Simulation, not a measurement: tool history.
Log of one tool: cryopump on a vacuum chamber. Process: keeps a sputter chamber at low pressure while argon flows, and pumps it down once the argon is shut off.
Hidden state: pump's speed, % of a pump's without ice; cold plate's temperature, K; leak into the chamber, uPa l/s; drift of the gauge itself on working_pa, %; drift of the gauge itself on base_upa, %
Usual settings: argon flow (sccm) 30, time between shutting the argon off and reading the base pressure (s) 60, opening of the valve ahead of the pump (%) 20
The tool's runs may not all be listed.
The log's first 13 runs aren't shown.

run,hour,argon flow (sccm),time between shutting the argon off and reading the base pressure (s),opening of the valve ahead of the pump (%),hours of work since the pump was warmed up and emptied,hours of work since the cold head was overhauled,hours of work since the chamber's fittings were tightened,pressure while argon flows (Pa),pressure after the wait (uPa)
14,660.8,24,60,32,313,2875,271,0.0570,1.26
# hour 699.7: pump warmed up, emptied and cooled again
15,716.1,30,60,33,14,2920,315,0.0644,1.25
16,764.2,30,60,33,57,2962,357,0.0655,1.29
17,802.2,30,60,33,90,2995,391,0.0660,1.32
18,855.7,30,117,43,137,3042,438,0.0522,0.82
19,929.7,31,41,44,202,3107,503,0.0534,1.85
20,1000.6,27,265,36,264,3169,565,0.0579,0.60
21,1040.9,27,265,36,300,3205,600,0.0596,0.62
# hour 1092.7: pump warmed up, emptied and cooled again
22,1117.6,59,25,30,22,3268,663,0.1413,2.82
23,1166.5,52,75,19,65,3311,706,0.1959,1.19
24,1203.5,52,75,19,97,3343,739,0.1954,1.24
25,1273.5,25,124,25,159,3405,800,0.0726,0.97
26,1316.4,14,124,25,196,3442,838,0.0413,0.92
27,1361.2,14,124,25,236,3482,877,0.0411,1.02
28,1414.6,14,124,25,283,3529,924,0.0433,1.02
29,1473.2,14,124,25,334,3580,976,0.0417,1.05
# hour 1484.2: pump warmed up, emptied and cooled again
30,1515.2,13,118,59,27,3613,1008,0.0173,0.97
31,1577.0,13,26,59,82,3667,1062,0.0161,2.83
32,1621.9,13,26,59,121,3706,1102,0.0164,2.84
33,1696.4,30,69,20,186,3772,1167,0.1105,1.52

Forecast each of these 5 alternatives for the next run:
A,1728.1,30,186,17,214,3800,1195,?,?
B,1728.1,16,69,20,214,3800,1195,?,?
C,1728.1,14,163,28,214,3800,1195,?,?
D,1728.1,15,24,23,214,3800,1195,?,?
E,1728.1,30,94,20,214,3800,1195,?,?

run,pressure while argon flows (Pa),pressure after the wait (uPa)
A,0.1308,0.94
B,0.0598,1.55
C,0.0376,1.03
D,0.0482,3.17
E,0.1103,1.24
Without the tool's hidden state the same runs would have given:
run,pressure while argon flows (Pa),pressure after the wait (uPa)
A,0.1261,0.43
B,0.0573,1.04
C,0.0355,0.51
D,0.0458,2.66
E,0.1057,0.75

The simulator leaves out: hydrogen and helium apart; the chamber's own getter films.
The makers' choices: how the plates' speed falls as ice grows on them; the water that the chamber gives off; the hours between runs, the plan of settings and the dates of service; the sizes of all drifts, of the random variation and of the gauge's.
